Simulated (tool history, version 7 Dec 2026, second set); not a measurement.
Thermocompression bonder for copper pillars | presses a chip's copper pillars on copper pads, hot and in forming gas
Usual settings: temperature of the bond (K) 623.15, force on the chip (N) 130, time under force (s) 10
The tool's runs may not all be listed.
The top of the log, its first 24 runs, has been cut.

run,hour,temperature of the bond (K),force on the chip (N),time under force (s),hours of work since the heater was calibrated,hours of work since the force cell was calibrated,hours of work since the gas filter was changed,force that shears a chip off (N)
25,829.4,625.15,164,10,918,663,212,72.7
26,853.9,598.15,118,10,938,682,231,46.1
27,885.0,598.15,118,10,962,706,255,46.1
28,909.4,598.15,118,10,981,725,274,47.6
29,946.2,623.15,130,14,1010,754,303,69.3
30,987.9,626.15,130,8,1043,787,336,60.2
31,1016.2,623.15,130,8,1065,809,358,56.8
32,1051.2,623.15,137,15,1092,837,386,69.7
# hour 1067.5: forming gas filter changed
33,1096.3,623.15,98,10,1127,872,23,61.2
34,1119.3,651.15,115,7,1145,890,41,75.2
35,1154.9,623.15,130,10,1173,918,69,66.9
36,1182.2,647.15,130,13,1195,939,90,85.1
37,1218.7,647.15,130,10,1223,968,119,79.2
38,1265.1,640.15,130,23,1260,1004,155,88.1
39,1305.0,614.15,103,6,1291,1035,186,44.1
40,1329.5,614.15,103,6,1310,1055,206,43.9

Predict each of these 3 candidate next runs independently; none follows another, all start after run 40:
A,1349.4,619.15,80,15,1326,1070,221,?
B,1349.4,629.15,103,6,1326,1070,221,?
C,1349.4,623.15,130,6,1326,1070,221,?

run,force that shears a chip off (N)
A,57.3
B,51.4
C,53.6
What these runs would have given with no unlogged condition in the tool:
run,force that shears a chip off (N)
A,67.5
B,60.9
C,63.3
